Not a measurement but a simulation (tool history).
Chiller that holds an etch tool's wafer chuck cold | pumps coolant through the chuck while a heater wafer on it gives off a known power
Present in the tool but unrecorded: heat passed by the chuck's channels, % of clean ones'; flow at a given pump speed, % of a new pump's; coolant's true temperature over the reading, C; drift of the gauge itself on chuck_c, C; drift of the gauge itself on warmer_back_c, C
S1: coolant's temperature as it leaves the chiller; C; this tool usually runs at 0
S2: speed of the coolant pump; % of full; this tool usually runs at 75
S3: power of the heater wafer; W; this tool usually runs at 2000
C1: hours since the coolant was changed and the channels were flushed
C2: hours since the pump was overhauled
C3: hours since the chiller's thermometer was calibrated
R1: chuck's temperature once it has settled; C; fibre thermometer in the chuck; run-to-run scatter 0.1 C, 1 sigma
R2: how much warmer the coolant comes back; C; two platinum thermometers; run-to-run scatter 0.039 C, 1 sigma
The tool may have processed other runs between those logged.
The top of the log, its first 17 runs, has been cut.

{"run": 18, "hour": 794.3, "S1": 0, "S2": 75, "S3": 2000, "C1": 101, "C2": 3246, "C3": 4289, "R1": 18.4, "R2": 8.48}
{"run": 19, "hour": 850.4, "S1": 4, "S2": 72, "S3": 1431, "C1": 157, "C2": 3302, "C3": 4345, "R1": 17.7, "R2": 6.37}
{"run": 20, "hour": 915.3, "S1": -5, "S2": 63, "S3": 2000, "C1": 222, "C2": 3367, "C3": 4410, "R1": 16.8, "R2": 10.2}
{"run": 21, "hour": 965.5, "S1": -5, "S2": 99, "S3": 1409, "C1": 273, "C2": 3417, "C3": 4460, "R1": 4.8, "R2": 4.4}
{"run": 22, "hour": 1007.7, "S1": 5, "S2": 99, "S3": 1409, "C1": 315, "C2": 3459, "C3": 4502, "R1": 15, "R2": 4.49}
{"run": 23, "hour": 1040.9, "S1": -3, "S2": 75, "S3": 2179, "C1": 348, "C2": 3492, "C3": 4535, "R1": 17.1, "R2": 9.27}
{"run": 24, "hour": 1081.8, "S1": -10, "S2": 70, "S3": 1689, "C1": 389, "C2": 3533, "C3": 4576, "R1": 6.6, "R2": 7.73}
{"run": 25, "hour": 1126.6, "S1": -10, "S2": 70, "S3": 1689, "C1": 434, "C2": 3578, "C3": 4621, "R1": 6.6, "R2": 7.73}
{"run": 26, "hour": 1165.6, "S1": -10, "S2": 70, "S3": 1689, "C1": 473, "C2": 3617, "C3": 4660, "R1": 6.6, "R2": 7.69}
{"run": 27, "hour": 1222.1, "S1": 6, "S2": 75, "S3": 2129, "C1": 529, "C2": 3673, "C3": 4716, "R1": 25.5, "R2": 9.11}
{"run": 28, "hour": 1283.6, "S1": 7, "S2": 72, "S3": 2483, "C1": 591, "C2": 3735, "C3": 4778, "R1": 30.8, "R2": 11.06}
{"hour": 1300.7, "done": "chiller's thermometer calibrated"}
{"run": 29, "hour": 1325.3, "S1": 7, "S2": 72, "S3": 2483, "C1": 631, "C2": 3776, "C3": 25, "R1": 31, "R2": 10.98}
{"run": 30, "hour": 1375.6, "S1": 7, "S2": 72, "S3": 2483, "C1": 682, "C2": 3826, "C3": 75, "R1": 30.9, "R2": 10.94}
{"run": 31, "hour": 1435.3, "S1": 5, "S2": 64, "S3": 1059, "C1": 741, "C2": 3886, "C3": 135, "R1": 16.4, "R2": 5.42}

What if the next run were any one of these 5? Each begins from the tool's condition after run 31:
{"run": "A", "hour": 1467.5, "S1": 5, "S2": 64, "S3": 2118, "C1": 774, "C2": 3918, "C3": 167, "R1": "?", "R2": "?"}
{"run": "B", "hour": 1467.5, "S1": -1, "S2": 90, "S3": 1743, "C1": 774, "C2": 3918, "C3": 167, "R1": "?", "R2": "?"}
{"run": "C", "hour": 1467.5, "S1": 9, "S2": 93, "S3": 1885, "C1": 774, "C2": 3918, "C3": 167, "R1": "?", "R2": "?"}
{"run": "D", "hour": 1467.5, "S1": -2, "S2": 68, "S3": 2008, "C1": 774, "C2": 3918, "C3": 167, "R1": "?", "R2": "?"}
{"run": "E", "hour": 1467.5, "S1": 4, "S2": 64, "S3": 1059, "C1": 774, "C2": 3918, "C3": 167, "R1": "?", "R2": "?"}

run=A R1=27.7 R2=10.71
run=B R1=12.3 R2=6.1
run=C R1=23.1 R2=6.38
run=D R1=18.4 R2=9.51
run=E R1=15.4 R2=5.38
Take away the tool's hidden state, keep each run's random variation, and the runs would have read:
run=A R1=27.7 R2=10.69
run=B R1=12.3 R2=6.09
run=C R1=23.1 R2=6.37
run=D R1=18.3 R2=9.5
run=E R1=15.4 R2=5.38
